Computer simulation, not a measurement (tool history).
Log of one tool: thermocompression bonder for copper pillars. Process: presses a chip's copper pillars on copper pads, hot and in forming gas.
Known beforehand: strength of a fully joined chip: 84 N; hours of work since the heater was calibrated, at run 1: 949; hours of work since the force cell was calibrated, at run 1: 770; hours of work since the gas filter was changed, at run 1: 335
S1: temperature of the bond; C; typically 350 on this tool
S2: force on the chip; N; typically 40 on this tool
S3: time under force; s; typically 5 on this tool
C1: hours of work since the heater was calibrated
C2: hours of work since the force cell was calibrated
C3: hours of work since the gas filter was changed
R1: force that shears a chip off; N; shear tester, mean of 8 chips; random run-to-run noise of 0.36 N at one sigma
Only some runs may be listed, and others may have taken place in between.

run	hour	S1	S2	S3	C1	C2	C3	R1
1	0	350	40	5	949	770	335	26.6
# hour 36.3: force cell calibrated
2	96.9	350	40	5	1000	32	386	27.9
# hour 112.5: forming gas filter changed
3	168.5	350	40	5	1038	70	30	29.8
4	223.1	350	40	4	1067	99	59	27.7
5	275.6	350	40	4	1095	127	87	27.1
6	342.9	350	40	4	1131	163	123	26.6
# hour 401.5: heater calibrated with a thermocouple chip
7	440.7	350	40	4	21	214	174	25.2
8	517.8	350	40	6	62	256	215	29.2
9	571.6	350	40	6	91	284	244	29.1
# hour 600.7: heater calibrated with a thermocouple chip, once more
10	648.8	350	40	6	26	324	284	30.7
11	706.3	350	40	6	56	355	315	30.1
12	754.3	350	40	6	82	381	340	30.7
13	815	350	40	6	114	413	373	29.4
# hour 851.4: forming gas filter changed
14	872.7	350	40	4	145	444	11	27.7
15	952.4	374	40	4	187	486	54	34.4
16	1023.4	374	40	4	225	524	92	35.1
17	1063.4	374	40	4	247	545	113	34.5
18	1161.1	350	40	5	299	598	165	28.9
19	1204.6	350	30	3	322	621	188	17.2
20	1284.6	365	41	5	365	663	231	33.6
21	1363.7	350	46	5	407	706	273	31.8
22	1448	350	45	3	452	751	318	24.8
# hour 1523.4: force cell calibrated
23	1540.7	376	57	14	501	9	367	61.6
# hour 1585: forming gas filter changed
24	1603.9	350	40	6	534	43	10	33.2
25	1679.3	336	42	3	574	83	50	21.8
26	1725.3	336	42	3	599	108	75	21.3
27	1795.7	336	42	3	636	145	112	20.7
28	1859.3	336	42	3	670	179	146	21
29	1932	329	37	10	709	218	185	27.6
30	1982.6	329	33	5	736	245	212	18.1
31	2070.7	329	33	5	783	292	259	17.7
32	2163.5	329	33	5	833	341	309	17.4
33	2218.3	329	33	5	862	371	338	17.4
34	2273.9	345	57	3	892	400	368	29.3
# hour 2316.5: forming gas filter changed
35	2355.3	369	34	4	935	443	21	27.9

Consider 4 possible next runs. They are alternatives, not a sequence: every one starts from the tool as it was left by run 35. What does each give?
A	2439.2	324	34	3	979	488	65	?
B	2439.2	359	55	5	979	488	65	?
C	2439.2	361	40	3	979	488	65	?
D	2439.2	323	49	5	979	488	65	?

run	R1
A	14.4
B	41.5
C	26.4
D	26.1
Stripped of hidden state, with their random variation kept, the same runs would have yielded:
run	R1
A	16
B	44.9
C	28.9
D	28.8
